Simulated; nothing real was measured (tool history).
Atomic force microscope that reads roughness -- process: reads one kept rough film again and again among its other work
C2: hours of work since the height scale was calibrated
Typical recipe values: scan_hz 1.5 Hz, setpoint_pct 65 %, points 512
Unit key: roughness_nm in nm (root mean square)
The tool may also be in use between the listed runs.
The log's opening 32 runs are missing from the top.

-- day=13.7 new tip fitted
run 33 day=13.812 | scan_hz=2.03 setpoint_pct=59 points=500 | pictures_with_this_tip=3 C2=327 | roughness_nm=2.322
run 34 day=14.221 | scan_hz=1.36 setpoint_pct=77 points=398 | pictures_with_this_tip=14 C2=331 | roughness_nm=2.238
run 35 day=14.583 | scan_hz=0.83 setpoint_pct=90 points=746 | pictures_with_this_tip=23 C2=335 | roughness_nm=2.228
run 36 day=15.062 | scan_hz=2.12 setpoint_pct=71 points=308 | pictures_with_this_tip=36 C2=340 | roughness_nm=2.218
run 37 day=15.538 | scan_hz=2.12 setpoint_pct=71 points=308 | pictures_with_this_tip=48 C2=345 | roughness_nm=2.192
run 38 day=16 | scan_hz=2.12 setpoint_pct=71 points=308 | pictures_with_this_tip=60 C2=350 | roughness_nm=2.204
run 39 day=16.479 | scan_hz=2.12 setpoint_pct=71 points=308 | pictures_with_this_tip=73 C2=355 | roughness_nm=2.2
run 40 day=16.733 | scan_hz=3.14 setpoint_pct=81 points=837 | pictures_with_this_tip=80 C2=358 | roughness_nm=1.97
run 41 day=17.204 | scan_hz=1.93 setpoint_pct=74 points=953 | pictures_with_this_tip=92 C2=363 | roughness_nm=2.18
run 42 day=17.679 | scan_hz=1.55 setpoint_pct=65 points=284 | pictures_with_this_tip=104 C2=368 | roughness_nm=2.268
run 43 day=18.179 | scan_hz=1.55 setpoint_pct=65 points=481 | pictures_with_this_tip=117 C2=374 | roughness_nm=2.265
run 44 day=18.692 | scan_hz=0.75 setpoint_pct=84 points=283 | pictures_with_this_tip=131 C2=379 | roughness_nm=2.234
run 45 day=19.292 | scan_hz=0.75 setpoint_pct=84 points=283 | pictures_with_this_tip=146 C2=386 | roughness_nm=2.234
run 46 day=19.762 | scan_hz=2.61 setpoint_pct=84 points=283 | pictures_with_this_tip=159 C2=391 | roughness_nm=1.961
run 47 day=20.188 | scan_hz=2.61 setpoint_pct=84 points=283 | pictures_with_this_tip=170 C2=396 | roughness_nm=1.963
run 48 day=20.442 | scan_hz=2.61 setpoint_pct=84 points=283 | pictures_with_this_tip=176 C2=398 | roughness_nm=1.957
run 49 day=20.708 | scan_hz=1.5 setpoint_pct=88 points=765 | pictures_with_this_tip=183 C2=401 | roughness_nm=2.081
run 50 day=21.104 | scan_hz=1.92 setpoint_pct=58 points=273 | pictures_with_this_tip=194 C2=406 | roughness_nm=2.244
run 51 day=21.462 | scan_hz=1.5 setpoint_pct=73 points=505 | pictures_with_this_tip=203 C2=409 | roughness_nm=2.205
-- day=21.571 new tip fitted
run 52 day=21.888 | scan_hz=3.11 setpoint_pct=87 points=299 | pictures_with_this_tip=8 C2=414 | roughness_nm=1.884

5 ways to go on from here, each from the tool as it stands after run 52. What would each give?
run A day=22.442 | scan_hz=1.15 setpoint_pct=76 points=299 | pictures_with_this_tip=23 C2=420 | roughness_nm=?
run B day=22.442 | scan_hz=3.11 setpoint_pct=86 points=299 | pictures_with_this_tip=23 C2=420 | roughness_nm=?
run C day=22.442 | scan_hz=0.56 setpoint_pct=66 points=712 | pictures_with_this_tip=23 C2=420 | roughness_nm=?
run D day=22.442 | scan_hz=1.5 setpoint_pct=84 points=463 | pictures_with_this_tip=23 C2=420 | roughness_nm=?
run E day=22.442 | scan_hz=1.82 setpoint_pct=88 points=618 | pictures_with_this_tip=23 C2=420 | roughness_nm=?

run=A roughness_nm=2.268
run=B roughness_nm=1.898
run=C roughness_nm=2.362
run=D roughness_nm=2.165
run=E roughness_nm=2.081
What these runs would have given with no unlogged condition in the tool:
run=A roughness_nm=2.28
run=B roughness_nm=1.909
run=C roughness_nm=2.375
run=D roughness_nm=2.177
run=E roughness_nm=2.093
